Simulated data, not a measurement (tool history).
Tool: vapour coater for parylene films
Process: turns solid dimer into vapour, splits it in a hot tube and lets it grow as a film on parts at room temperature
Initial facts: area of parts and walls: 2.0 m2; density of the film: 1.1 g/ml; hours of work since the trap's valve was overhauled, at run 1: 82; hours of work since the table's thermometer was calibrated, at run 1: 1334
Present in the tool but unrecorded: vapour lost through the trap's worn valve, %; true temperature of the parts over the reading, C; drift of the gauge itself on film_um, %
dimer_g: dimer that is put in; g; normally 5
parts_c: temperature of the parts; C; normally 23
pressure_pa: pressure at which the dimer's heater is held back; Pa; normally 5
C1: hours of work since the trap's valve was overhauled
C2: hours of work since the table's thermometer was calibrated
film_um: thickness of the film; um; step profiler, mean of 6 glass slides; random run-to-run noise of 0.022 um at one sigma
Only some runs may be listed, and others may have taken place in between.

{"run": 1, "hour": 0.0, "dimer_g": 5, "parts_c": 23, "pressure_pa": 5, "C1": 82, "C2": 1334, "film_um": 1.26}
{"run": 2, "hour": 53.6, "dimer_g": 5, "parts_c": 19, "pressure_pa": 5, "C1": 120, "C2": 1372, "film_um": 1.34}
{"run": 3, "hour": 98.9, "dimer_g": 5, "parts_c": 24, "pressure_pa": 5, "C1": 151, "C2": 1403, "film_um": 1.18}
{"run": 4, "hour": 140.3, "dimer_g": 5, "parts_c": 24, "pressure_pa": 5, "C1": 181, "C2": 1432, "film_um": 1.26}
{"run": 5, "hour": 176.5, "dimer_g": 5, "parts_c": 24, "pressure_pa": 5, "C1": 206, "C2": 1458, "film_um": 1.23}
{"run": 6, "hour": 209.6, "dimer_g": 5, "parts_c": 24, "pressure_pa": 5, "C1": 229, "C2": 1481, "film_um": 1.26}
{"hour": 224.7, "done": "trap's valve overhauled"}
{"run": 7, "hour": 264.1, "dimer_g": 5, "parts_c": 23, "pressure_pa": 5, "C1": 28, "C2": 1517, "film_um": 1.24}
{"run": 8, "hour": 293.9, "dimer_g": 5, "parts_c": 23, "pressure_pa": 5, "C1": 49, "C2": 1538, "film_um": 1.25}
{"run": 9, "hour": 344.1, "dimer_g": 5, "parts_c": 23, "pressure_pa": 5, "C1": 84, "C2": 1573, "film_um": 1.25}
{"run": 10, "hour": 393.4, "dimer_g": 5, "parts_c": 23, "pressure_pa": 5, "C1": 119, "C2": 1607, "film_um": 1.24}
{"run": 11, "hour": 416.9, "dimer_g": 3, "parts_c": 23, "pressure_pa": 5, "C1": 135, "C2": 1624, "film_um": 0.75}
{"run": 12, "hour": 439.3, "dimer_g": 3, "parts_c": 23, "pressure_pa": 5, "C1": 151, "C2": 1640, "film_um": 0.72}
{"run": 13, "hour": 480.2, "dimer_g": 3, "parts_c": 23, "pressure_pa": 5, "C1": 180, "C2": 1668, "film_um": 0.75}
{"run": 14, "hour": 533.4, "dimer_g": 3, "parts_c": 23, "pressure_pa": 5, "C1": 217, "C2": 1706, "film_um": 0.74}
{"hour": 567.9, "done": "trap's valve overhauled"}
{"run": 15, "hour": 575.0, "dimer_g": 3, "parts_c": 23, "pressure_pa": 5, "C1": 5, "C2": 1732, "film_um": 0.79}
{"run": 16, "hour": 624.9, "dimer_g": 3, "parts_c": 23, "pressure_pa": 5, "C1": 40, "C2": 1767, "film_um": 0.74}
{"run": 17, "hour": 657.5, "dimer_g": 5, "parts_c": 16, "pressure_pa": 5, "C1": 63, "C2": 1790, "film_um": 1.43}
{"run": 18, "hour": 680.4, "dimer_g": 5, "parts_c": 16, "pressure_pa": 5, "C1": 79, "C2": 1806, "film_um": 1.4}
{"run": 19, "hour": 713.2, "dimer_g": 5, "parts_c": 16, "pressure_pa": 5, "C1": 102, "C2": 1829, "film_um": 1.37}
{"run": 20, "hour": 759.7, "dimer_g": 5, "parts_c": 16, "pressure_pa": 5, "C1": 135, "C2": 1862, "film_um": 1.42}
{"run": 21, "hour": 786.9, "dimer_g": 5, "parts_c": 16, "pressure_pa": 5, "C1": 154, "C2": 1881, "film_um": 1.43}
{"run": 22, "hour": 839.1, "dimer_g": 4, "parts_c": 16, "pressure_pa": 5, "C1": 191, "C2": 1918, "film_um": 1.09}
{"run": 23, "hour": 891.5, "dimer_g": 4, "parts_c": 16, "pressure_pa": 5, "C1": 227, "C2": 1955, "film_um": 1.13}
{"hour": 912.7, "done": "trap's valve overhauled"}
{"run": 24, "hour": 923.3, "dimer_g": 5, "parts_c": 23, "pressure_pa": 5, "C1": 7, "C2": 1974, "film_um": 1.24}
{"run": 25, "hour": 961.2, "dimer_g": 5, "parts_c": 23, "pressure_pa": 5, "C1": 34, "C2": 2001, "film_um": 1.25}
{"run": 26, "hour": 1015.0, "dimer_g": 5, "parts_c": 16, "pressure_pa": 5, "C1": 72, "C2": 2039, "film_um": 1.4}
{"run": 27, "hour": 1038.0, "dimer_g": 7, "parts_c": 25, "pressure_pa": 4.76, "C1": 88, "C2": 2055, "film_um": 1.7}
{"run": 28, "hour": 1069.4, "dimer_g": 5, "parts_c": 23, "pressure_pa": 2.23, "C1": 110, "C2": 2077, "film_um": 1.34}
{"run": 29, "hour": 1117.0, "dimer_g": 5, "parts_c": 23, "pressure_pa": 2.23, "C1": 144, "C2": 2110, "film_um": 1.37}
{"run": 30, "hour": 1169.4, "dimer_g": 5, "parts_c": 16, "pressure_pa": 11.06, "C1": 180, "C2": 2147, "film_um": 1.3}
{"run": 31, "hour": 1221.1, "dimer_g": 5, "parts_c": 16, "pressure_pa": 11.06, "C1": 217, "C2": 2183, "film_um": 1.27}
{"run": 32, "hour": 1247.6, "dimer_g": 7, "parts_c": 27, "pressure_pa": 10.3, "C1": 235, "C2": 2202, "film_um": 1.51}
{"hour": 1255.0, "done": "trap's valve overhauled"}
{"run": 33, "hour": 1293.6, "dimer_g": 7, "parts_c": 27, "pressure_pa": 10.3, "C1": 27, "C2": 2232, "film_um": 1.51}
{"run": 34, "hour": 1336.7, "dimer_g": 5, "parts_c": 23, "pressure_pa": 5, "C1": 57, "C2": 2262, "film_um": 1.24}
{"run": 35, "hour": 1367.4, "dimer_g": 3, "parts_c": 16, "pressure_pa": 9.23, "C1": 79, "C2": 2283, "film_um": 0.8}
{"hour": 1385.2, "done": "table's thermometer calibrated"}
{"run": 36, "hour": 1415.8, "dimer_g": 8, "parts_c": 20, "pressure_pa": 9.23, "C1": 112, "C2": 22, "film_um": 1.99}
{"run": 37, "hour": 1464.3, "dimer_g": 8, "parts_c": 20, "pressure_pa": 9.23, "C1": 146, "C2": 56, "film_um": 1.91}
{"run": 38, "hour": 1487.9, "dimer_g": 5, "parts_c": 23, "pressure_pa": 11.55, "C1": 163, "C2": 72, "film_um": 1.08}
{"run": 39, "hour": 1527.9, "dimer_g": 4, "parts_c": 18, "pressure_pa": 10.84, "C1": 191, "C2": 100, "film_um": 1}
{"run": 40, "hour": 1557.2, "dimer_g": 7, "parts_c": 23, "pressure_pa": 10.12, "C1": 212, "C2": 121, "film_um": 1.6}
{"hour": 1600.1, "done": "trap's valve overhauled"}
{"run": 41, "hour": 1606.9, "dimer_g": 7, "parts_c": 23, "pressure_pa": 10.12, "C1": 5, "C2": 153, "film_um": 1.63}
{"run": 42, "hour": 1644.9, "dimer_g": 7, "parts_c": 16, "pressure_pa": 2.36, "C1": 32, "C2": 180, "film_um": 2.15}
{"run": 43, "hour": 1682.6, "dimer_g": 5, "parts_c": 16, "pressure_pa": 5, "C1": 58, "C2": 206, "film_um": 1.4}
{"run": 44, "hour": 1714.9, "dimer_g": 7, "parts_c": 23, "pressure_pa": 5, "C1": 81, "C2": 229, "film_um": 1.76}
{"run": 45, "hour": 1740.2, "dimer_g": 5, "parts_c": 28, "pressure_pa": 3.08, "C1": 98, "C2": 247, "film_um": 1.25}
{"run": 46, "hour": 1763.7, "dimer_g": 5, "parts_c": 30, "pressure_pa": 3.08, "C1": 115, "C2": 263, "film_um": 1.19}
{"run": 47, "hour": 1813.5, "dimer_g": 5, "parts_c": 34, "pressure_pa": 3.69, "C1": 150, "C2": 298, "film_um": 1.12}

Each row is a separate what-if for the run after 47, all from the same tool condition, not one after another. Results?
{"run": "A", "hour": 1836.9, "dimer_g": 8, "parts_c": 18, "pressure_pa": 5.54, "C1": 166, "C2": 315, "film_um": "?"}
{"run": "B", "hour": 1836.9, "dimer_g": 5, "parts_c": 21, "pressure_pa": 2.97, "C1": 166, "C2": 315, "film_um": "?"}
{"run": "C", "hour": 1836.9, "dimer_g": 5, "parts_c": 17, "pressure_pa": 3.11, "C1": 166, "C2": 315, "film_um": "?"}
{"run": "D", "hour": 1836.9, "dimer_g": 3, "parts_c": 34, "pressure_pa": 3.69, "C1": 166, "C2": 315, "film_um": "?"}

run=A film_um=2.16
run=B film_um=1.39
run=C film_um=1.48
run=D film_um=0.63
Take away the tool's hidden state, keep each run's random variation, and the runs would have read:
run=A film_um=2.17
run=B film_um=1.4
run=C film_um=1.49
run=D film_um=0.63
